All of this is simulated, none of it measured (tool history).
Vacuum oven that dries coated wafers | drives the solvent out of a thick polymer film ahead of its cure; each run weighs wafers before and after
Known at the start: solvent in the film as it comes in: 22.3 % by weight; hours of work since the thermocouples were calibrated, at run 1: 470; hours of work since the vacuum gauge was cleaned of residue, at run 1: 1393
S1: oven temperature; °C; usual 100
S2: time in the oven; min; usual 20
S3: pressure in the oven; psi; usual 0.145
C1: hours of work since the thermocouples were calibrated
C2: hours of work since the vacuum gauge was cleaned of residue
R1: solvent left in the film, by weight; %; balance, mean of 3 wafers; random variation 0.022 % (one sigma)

run    hour   S1  S2     S3   C1    C2    R1
  1     0.0  100  20  0.145  470  1393  1.41
  2    48.3  100  20  0.145  491  1414  1.38
  3   120.1  100  20  0.529  523  1446  3.21
  4   181.8  100  20  0.332  550  1473  2.27
  5   232.6  100  20  0.332  572  1495  2.27
  6   295.7   92  20  0.145  600  1523  3.03
  7   367.2  100  20  0.145  631  1554  1.41
  8   442.0  100  20  0.145  664  1587  1.36
  9   488.9  100  20  0.145  684  1607  1.40
 10   559.6  100  20  0.145  716  1638  1.38
 11   639.9  100  20  0.145  751  1674  1.32
      647.6  -- oven's thermocouples calibrated
 12   680.5  100  20  0.145   14  1691  1.32
 13   731.8  100  20  0.145   37  1713  1.34
 14   781.3  100  20  0.145   59  1735  1.39
 15   837.3   86  26  0.099   83  1760  3.22
      890.2  -- oven's thermocouples calibrated, once more
 16   916.0  115  17  0.325   11  1793  1.10
 17   953.8   99  12  0.235   28  1810  3.82
 18   993.6  100  25  0.232   45  1827  1.62
 19  1040.9   98  33  0.170   66  1848  1.25
 20  1092.8  100  20  0.521   89  1871  3.24
 21  1148.9  108  21  0.081  114  1895  0.54
 22  1228.6  108  21  0.081  149  1930  0.48
 23  1299.0  108  21  0.081  180  1961  0.56
 24  1357.4  113  13  0.090  205  1987  0.61
 25  1409.2   91  11  0.146  228  2010  6.70
 26  1475.2  105  21  0.463  257  2039  2.22
 27  1544.3  105  21  0.463  287  2069  2.21
 28  1619.9   86  16  0.277  320  2102  7.21

The same runs without the tool's hidden state, with the same run-to-run variation:
The hidden state here: true wafer temperature over the reading, C; true pressure over the reading, kPa; drift of the gauge itself on solvent_pct, %.
run    R1
  1  1.28
  2  1.25
  3  3.10
  4  2.16
  5  2.16
  6  2.95
  7  1.30
  8  1.25
  9  1.29
 10  1.27
 11  1.21
 12  1.23
 13  1.26
 14  1.30
 15  3.24
 16  0.96
 17  3.65
 18  1.39
 19  1.00
 20  3.05
 21  0.36
 22  0.29
 23  0.38
 24  0.47
 25  6.65
 26  2.05
 27  2.05
 28  7.16
